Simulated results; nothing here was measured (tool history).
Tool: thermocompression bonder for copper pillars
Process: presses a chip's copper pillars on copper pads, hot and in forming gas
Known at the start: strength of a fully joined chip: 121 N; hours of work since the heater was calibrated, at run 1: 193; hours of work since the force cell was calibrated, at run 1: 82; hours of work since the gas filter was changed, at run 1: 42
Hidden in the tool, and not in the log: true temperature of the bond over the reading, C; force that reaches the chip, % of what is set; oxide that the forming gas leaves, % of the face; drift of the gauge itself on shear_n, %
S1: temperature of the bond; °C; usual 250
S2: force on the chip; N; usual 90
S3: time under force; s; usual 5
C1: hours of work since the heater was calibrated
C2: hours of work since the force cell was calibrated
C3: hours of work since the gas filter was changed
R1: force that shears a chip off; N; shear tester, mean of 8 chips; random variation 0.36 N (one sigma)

{"run": 1, "day": 0.0, "S1": 250, "S2": 90, "S3": 5, "C1": 193, "C2": 82, "C3": 42, "R1": 45.1}
{"run": 2, "day": 0.408, "S1": 250, "S2": 90, "S3": 5, "C1": 200, "C2": 89, "C3": 50, "R1": 44.5}
{"run": 3, "day": 0.992, "S1": 250, "S2": 90, "S3": 5, "C1": 211, "C2": 100, "C3": 60, "R1": 44.7}
{"run": 4, "day": 1.417, "S1": 250, "S2": 90, "S3": 5, "C1": 218, "C2": 107, "C3": 68, "R1": 44.7}
{"run": 5, "day": 1.942, "S1": 250, "S2": 90, "S3": 5, "C1": 228, "C2": 117, "C3": 77, "R1": 44.2}
{"run": 6, "day": 2.588, "S1": 250, "S2": 90, "S3": 5, "C1": 239, "C2": 128, "C3": 89, "R1": 44.5}
{"run": 7, "day": 3.058, "S1": 250, "S2": 90, "S3": 5, "C1": 248, "C2": 137, "C3": 97, "R1": 44.6}
{"run": 8, "day": 3.542, "S1": 250, "S2": 91, "S3": 5, "C1": 256, "C2": 145, "C3": 106, "R1": 44.9}
{"run": 9, "day": 4.025, "S1": 250, "S2": 90, "S3": 5, "C1": 265, "C2": 154, "C3": 114, "R1": 44.5}
{"run": 10, "day": 4.571, "S1": 250, "S2": 90, "S3": 5, "C1": 275, "C2": 164, "C3": 124, "R1": 43.3}
{"run": 11, "day": 4.883, "S1": 250, "S2": 90, "S3": 5, "C1": 280, "C2": 169, "C3": 130, "R1": 43.6}
{"run": 12, "day": 5.317, "S1": 250, "S2": 72, "S3": 5, "C1": 288, "C2": 177, "C3": 138, "R1": 35.5}
{"run": 13, "day": 5.938, "S1": 250, "S2": 72, "S3": 5, "C1": 299, "C2": 188, "C3": 149, "R1": 35.4}
{"run": 14, "day": 6.596, "S1": 250, "S2": 90, "S3": 5, "C1": 311, "C2": 200, "C3": 160, "R1": 42.3}
{"run": 15, "day": 7.271, "S1": 255, "S2": 90, "S3": 5, "C1": 323, "C2": 212, "C3": 173, "R1": 46.6}
{"run": 16, "day": 7.829, "S1": 255, "S2": 90, "S3": 5, "C1": 333, "C2": 222, "C3": 182, "R1": 46.6}
{"run": 17, "day": 8.279, "S1": 255, "S2": 90, "S3": 5, "C1": 341, "C2": 230, "C3": 191, "R1": 45.7}
{"run": 18, "day": 8.871, "S1": 250, "S2": 59, "S3": 5, "C1": 352, "C2": 241, "C3": 201, "R1": 28.6}
{"run": 19, "day": 9.554, "S1": 250, "S2": 59, "S3": 5, "C1": 364, "C2": 253, "C3": 213, "R1": 28.5}
{"run": 20, "day": 9.979, "S1": 250, "S2": 59, "S3": 5, "C1": 372, "C2": 260, "C3": 221, "R1": 28.5}
{"run": 21, "day": 10.425, "S1": 250, "S2": 90, "S3": 9, "C1": 380, "C2": 268, "C3": 229, "R1": 52.7}
{"run": 22, "day": 11.038, "S1": 261, "S2": 103, "S3": 10, "C1": 391, "C2": 279, "C3": 240, "R1": 70.3}
{"run": 23, "day": 11.325, "S1": 261, "S2": 103, "S3": 10, "C1": 396, "C2": 284, "C3": 245, "R1": 69.3}
{"run": 24, "day": 11.858, "S1": 238, "S2": 110, "S3": 5, "C1": 405, "C2": 294, "C3": 255, "R1": 41.5}
{"run": 25, "day": 12.542, "S1": 246, "S2": 120, "S3": 8, "C1": 418, "C2": 306, "C3": 267, "R1": 59.7}
{"run": 26, "day": 13.208, "S1": 226, "S2": 120, "S3": 8, "C1": 429, "C2": 318, "C3": 279, "R1": 43.0}
{"run": 27, "day": 13.892, "S1": 250, "S2": 90, "S3": 9, "C1": 442, "C2": 330, "C3": 291, "R1": 52.3}
{"day": 14.229, "done": "forming gas filter changed"}
{"run": 28, "day": 14.333, "S1": 250, "S2": 90, "S3": 9, "C1": 449, "C2": 338, "C3": 2, "R1": 56.2}
{"run": 29, "day": 14.762, "S1": 250, "S2": 90, "S3": 9, "C1": 457, "C2": 346, "C3": 10, "R1": 55.7}
{"run": 30, "day": 15.429, "S1": 220, "S2": 89, "S3": 10, "C1": 469, "C2": 358, "C3": 21, "R1": 33.8}

Forecast run 31:
{"run": 31, "day": 16.058, "S1": 242, "S2": 57, "S3": 5, "C1": 480, "C2": 369, "C3": 33, "R1": "?"}

R1: 25.0 N
Without the tool's hidden state the same run would have given R1 25.1 N.

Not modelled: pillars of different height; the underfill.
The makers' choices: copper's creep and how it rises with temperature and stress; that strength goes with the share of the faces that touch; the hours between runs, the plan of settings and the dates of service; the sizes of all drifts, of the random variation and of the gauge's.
